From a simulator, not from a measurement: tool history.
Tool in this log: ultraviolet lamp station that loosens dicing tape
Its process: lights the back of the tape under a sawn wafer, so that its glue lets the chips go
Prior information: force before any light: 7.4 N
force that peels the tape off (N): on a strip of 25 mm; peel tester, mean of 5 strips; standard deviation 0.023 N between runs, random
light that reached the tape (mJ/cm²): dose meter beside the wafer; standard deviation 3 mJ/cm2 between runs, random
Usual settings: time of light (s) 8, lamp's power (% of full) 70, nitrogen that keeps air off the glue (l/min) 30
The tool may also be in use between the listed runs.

run,hour,time of light (s),lamp's power (% of full),nitrogen that keeps air off the glue (l/min),force that peels the tape off (N),light that reached the tape (mJ/cm²)
1,0.0,8,70,30,1.337,406
2,24.1,8,70,21,1.702,407
3,36.5,8,70,21,1.701,410
4,55.1,8,70,21,1.758,405
5,70.3,8,70,21,1.735,397
# hour 78.3: window cleaned of glue's vapour
6,97.2,8,70,21,1.585,426
7,110.6,8,70,21,1.656,419
8,129.0,8,70,30,1.287,417
9,152.4,13,62,32,0.593,605
10,165.9,5,65,57,2.045,240
11,181.4,5,65,57,2.062,241
12,192.4,16,65,41,0.255,770
13,218.9,14,97,30,0.167,1001
14,243.8,14,97,30,0.179,984
15,268.0,13,97,28,0.236,925
16,286.7,13,82,28,0.367,771

Forecast each of these 3 alternatives for the next run:
A,309.8,5,98,30,?,?
B,309.8,8,99,45,?,?
C,309.8,13,60,28,?,?

run,force that peels the tape off (N),light that reached the tape (mJ/cm²)
A,1.594,362
B,0.498,571
C,0.762,564
Without the tool's unlogged condition, the same runs would have read:
run,force that peels the tape off (N),light that reached the tape (mJ/cm²)
A,1.345,404
B,0.379,639
C,0.596,630
